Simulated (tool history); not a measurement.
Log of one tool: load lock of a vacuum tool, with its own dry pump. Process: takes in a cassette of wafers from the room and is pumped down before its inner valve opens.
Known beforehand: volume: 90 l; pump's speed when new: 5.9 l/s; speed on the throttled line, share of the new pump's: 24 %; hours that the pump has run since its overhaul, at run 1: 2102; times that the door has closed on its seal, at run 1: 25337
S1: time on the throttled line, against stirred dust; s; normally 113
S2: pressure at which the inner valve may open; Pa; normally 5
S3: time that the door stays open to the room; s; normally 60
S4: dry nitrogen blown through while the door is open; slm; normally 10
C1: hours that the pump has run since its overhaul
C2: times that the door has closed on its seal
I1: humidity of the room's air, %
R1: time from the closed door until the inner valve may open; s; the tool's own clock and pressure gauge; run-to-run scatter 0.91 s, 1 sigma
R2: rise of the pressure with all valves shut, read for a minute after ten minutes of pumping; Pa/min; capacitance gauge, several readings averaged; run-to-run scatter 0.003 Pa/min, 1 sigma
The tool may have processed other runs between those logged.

{"run": 1, "hour": 0.0, "S1": 113, "S2": 5, "S3": 60, "S4": 10, "C1": 2102, "C2": 25337, "I1": 44.3, "R1": 238.9, "R2": 0.134}
{"run": 2, "hour": 177.7, "S1": 113, "S2": 5, "S3": 60, "S4": 10, "C1": 2280, "C2": 25919, "I1": 45.9, "R1": 238.5, "R2": 0.134}
{"run": 3, "hour": 389.8, "S1": 113, "S2": 5, "S3": 60, "S4": 10, "C1": 2492, "C2": 26614, "I1": 47.5, "R1": 239.1, "R2": 0.149}
{"run": 4, "hour": 587.8, "S1": 113, "S2": 5, "S3": 60, "S4": 10, "C1": 2690, "C2": 27262, "I1": 45.7, "R1": 239.3, "R2": 0.146}
{"run": 5, "hour": 749.3, "S1": 113, "S2": 5, "S3": 60, "S4": 10, "C1": 2851, "C2": 27791, "I1": 46.7, "R1": 238.4, "R2": 0.155}
{"run": 6, "hour": 947.3, "S1": 113, "S2": 5, "S3": 60, "S4": 10, "C1": 3049, "C2": 28439, "I1": 46.0, "R1": 239.8, "R2": 0.153}
{"run": 7, "hour": 1090.2, "S1": 113, "S2": 5, "S3": 60, "S4": 10, "C1": 3192, "C2": 28907, "I1": 41.5, "R1": 239.9, "R2": 0.157}
{"run": 8, "hour": 1318.5, "S1": 113, "S2": 5, "S3": 60, "S4": 10, "C1": 3420, "C2": 29654, "I1": 44.4, "R1": 239.5, "R2": 0.154}
{"run": 9, "hour": 1447.5, "S1": 162, "S2": 5, "S3": 60, "S4": 10, "C1": 3549, "C2": 30077, "I1": 45.7, "R1": 278.2, "R2": 0.165}
{"run": 10, "hour": 1634.7, "S1": 162, "S2": 5, "S3": 60, "S4": 10, "C1": 3736, "C2": 30689, "I1": 43.2, "R1": 276.6, "R2": 0.168}
{"run": 11, "hour": 1746.1, "S1": 113, "S2": 5, "S3": 60, "S4": 10, "C1": 3848, "C2": 31054, "I1": 47.4, "R1": 238.9, "R2": 0.171}
{"run": 12, "hour": 1928.8, "S1": 113, "S2": 5, "S3": 60, "S4": 10, "C1": 4031, "C2": 31652, "I1": 46.5, "R1": 237.5, "R2": 0.176}
{"run": 13, "hour": 2093.9, "S1": 113, "S2": 5, "S3": 60, "S4": 10, "C1": 4196, "C2": 32193, "I1": 44.7, "R1": 239.6, "R2": 0.184}
{"run": 14, "hour": 2207.2, "S1": 113, "S2": 5, "S3": 60, "S4": 10, "C1": 4309, "C2": 32563, "I1": 45.9, "R1": 240.9, "R2": 0.185}
{"run": 15, "hour": 2418.4, "S1": 113, "S2": 5, "S3": 60, "S4": 10, "C1": 4520, "C2": 33255, "I1": 45.8, "R1": 240.6, "R2": 0.183}
{"run": 16, "hour": 2552.4, "S1": 113, "S2": 5, "S3": 60, "S4": 10, "C1": 4654, "C2": 33694, "I1": 47.7, "R1": 242.6, "R2": 0.194}
{"run": 17, "hour": 2762.6, "S1": 113, "S2": 5, "S3": 60, "S4": 10, "C1": 4864, "C2": 34382, "I1": 46.2, "R1": 240.4, "R2": 0.194}
{"run": 18, "hour": 2873.9, "S1": 113, "S2": 5, "S3": 124, "S4": 10, "C1": 4976, "C2": 34746, "I1": 43.0, "R1": 241.6, "R2": 0.207}
{"run": 19, "hour": 3014.8, "S1": 158, "S2": 5, "S3": 60, "S4": 10, "C1": 5117, "C2": 35208, "I1": 45.2, "R1": 274.5, "R2": 0.203}
{"run": 20, "hour": 3118.0, "S1": 158, "S2": 5, "S3": 60, "S4": 10, "C1": 5220, "C2": 35545, "I1": 49.7, "R1": 275.5, "R2": 0.208}
{"run": 21, "hour": 3221.5, "S1": 158, "S2": 5, "S3": 60, "S4": 10, "C1": 5323, "C2": 35884, "I1": 43.6, "R1": 276.9, "R2": 0.207}
{"run": 22, "hour": 3442.0, "S1": 120, "S2": 9, "S3": 199, "S4": 25, "C1": 5544, "C2": 36606, "I1": 46.4, "R1": 237.4, "R2": 0.205}
{"run": 23, "hour": 3585.7, "S1": 120, "S2": 9, "S3": 120, "S4": 25, "C1": 5687, "C2": 37076, "I1": 43.4, "R1": 237.0, "R2": 0.206}
{"run": 24, "hour": 3708.1, "S1": 113, "S2": 5, "S3": 97, "S4": 16, "C1": 5810, "C2": 37477, "I1": 42.5, "R1": 241.7, "R2": 0.209}
{"run": 25, "hour": 3882.3, "S1": 118, "S2": 5, "S3": 50, "S4": 15, "C1": 5984, "C2": 38047, "I1": 45.8, "R1": 244.7, "R2": 0.218}
{"run": 26, "hour": 4084.8, "S1": 64, "S2": 7, "S3": 77, "S4": 17, "C1": 6187, "C2": 38711, "I1": 49.8, "R1": 198.9, "R2": 0.226}
{"run": 27, "hour": 4203.3, "S1": 64, "S2": 7, "S3": 77, "S4": 17, "C1": 6305, "C2": 39098, "I1": 46.6, "R1": 199.8, "R2": 0.234}
{"run": 28, "hour": 4297.3, "S1": 113, "S2": 5, "S3": 162, "S4": 10, "C1": 6399, "C2": 39406, "I1": 46.5, "R1": 242.3, "R2": 0.256}
{"run": 29, "hour": 4398.7, "S1": 60, "S2": 4, "S3": 130, "S4": 12, "C1": 6500, "C2": 39738, "I1": 45.5, "R1": 205.2, "R2": 0.241}
{"run": 30, "hour": 4504.3, "S1": 113, "S2": 7, "S3": 60, "S4": 7, "C1": 6606, "C2": 40084, "I1": 44.8, "R1": 237.6, "R2": 0.235}
{"run": 31, "hour": 4734.8, "S1": 107, "S2": 10, "S3": 193, "S4": 10, "C1": 6837, "C2": 40838, "I1": 45.5, "R1": 225.3, "R2": 0.266}
{"run": 32, "hour": 4953.4, "S1": 60, "S2": 5, "S3": 27, "S4": 14, "C1": 7055, "C2": 41554, "I1": 47.4, "R1": 202.3, "R2": 0.242}
{"run": 33, "hour": 5070.5, "S1": 60, "S2": 5, "S3": 197, "S4": 18, "C1": 7172, "C2": 41938, "I1": 47.1, "R1": 203.1, "R2": 0.266}
{"run": 34, "hour": 5202.8, "S1": 199, "S2": 5, "S3": 197, "S4": 24, "C1": 7305, "C2": 42371, "I1": 47.3, "R1": 307.6, "R2": 0.264}
{"run": 35, "hour": 5318.8, "S1": 113, "S2": 7, "S3": 33, "S4": 21, "C1": 7421, "C2": 42751, "I1": 46.8, "R1": 236.7, "R2": 0.243}
{"run": 36, "hour": 5529.1, "S1": 180, "S2": 6, "S3": 80, "S4": 6, "C1": 7631, "C2": 43439, "I1": 46.7, "R1": 288.9, "R2": 0.274}
{"run": 37, "hour": 5741.4, "S1": 180, "S2": 6, "S3": 65, "S4": 6, "C1": 7843, "C2": 44134, "I1": 44.3, "R1": 290.2, "R2": 0.279}
{"run": 38, "hour": 5908.8, "S1": 180, "S2": 6, "S3": 65, "S4": 6, "C1": 8011, "C2": 44682, "I1": 46.4, "R1": 291.0, "R2": 0.286}

Difference, measured minus no-hidden-state, one row per run. Run-to-run variation is common to both terms; the gauge's own scatter need not be:
Unlogged tool condition in this case: pump's speed, % of a new pump's; leak at the door's seal, Pa l/s; drift of the gauge itself on ready_s, %; drift of the gauge itself on rise_pa_min, %.
run=1 R1=+0.0 R2=+0.101
run=2 R1=+0.1 R2=+0.104
run=3 R1=+0.2 R2=+0.108
run=4 R1=+0.3 R2=+0.111
run=5 R1=+0.4 R2=+0.116
run=6 R1=+0.6 R2=+0.118
run=7 R1=+0.6 R2=+0.122
run=8 R1=+0.8 R2=+0.124
run=9 R1=+1.1 R2=+0.129
run=10 R1=+1.2 R2=+0.134
run=11 R1=+1.1 R2=+0.137
run=12 R1=+1.1 R2=+0.141
run=13 R1=+1.3 R2=+0.145
run=14 R1=+1.3 R2=+0.147
run=15 R1=+1.5 R2=+0.152
run=16 R1=+1.6 R2=+0.154
run=17 R1=+1.7 R2=+0.159
run=18 R1=+2.2 R2=+0.160
run=19 R1=+2.1 R2=+0.167
run=20 R1=+2.1 R2=+0.168
run=21 R1=+2.1 R2=+0.171
run=22 R1=+2.0 R2=+0.172
run=23 R1=+2.1 R2=+0.180
run=24 R1=+2.6 R2=+0.181
run=25 R1=+2.7 R2=+0.187
run=26 R1=+3.0 R2=+0.192
run=27 R1=+3.1 R2=+0.196
run=28 R1=+3.0 R2=+0.201
run=29 R1=+3.4 R2=+0.198
run=30 R1=+2.8 R2=+0.201
run=31 R1=+2.7 R2=+0.210
run=32 R1=+3.4 R2=+0.215
run=33 R1=+3.8 R2=+0.220
run=34 R1=+3.0 R2=+0.223
run=35 R1=+3.2 R2=+0.225
run=36 R1=+3.2 R2=+0.230
run=37 R1=+3.4 R2=+0.233
run=38 R1=+3.5 R2=+0.241
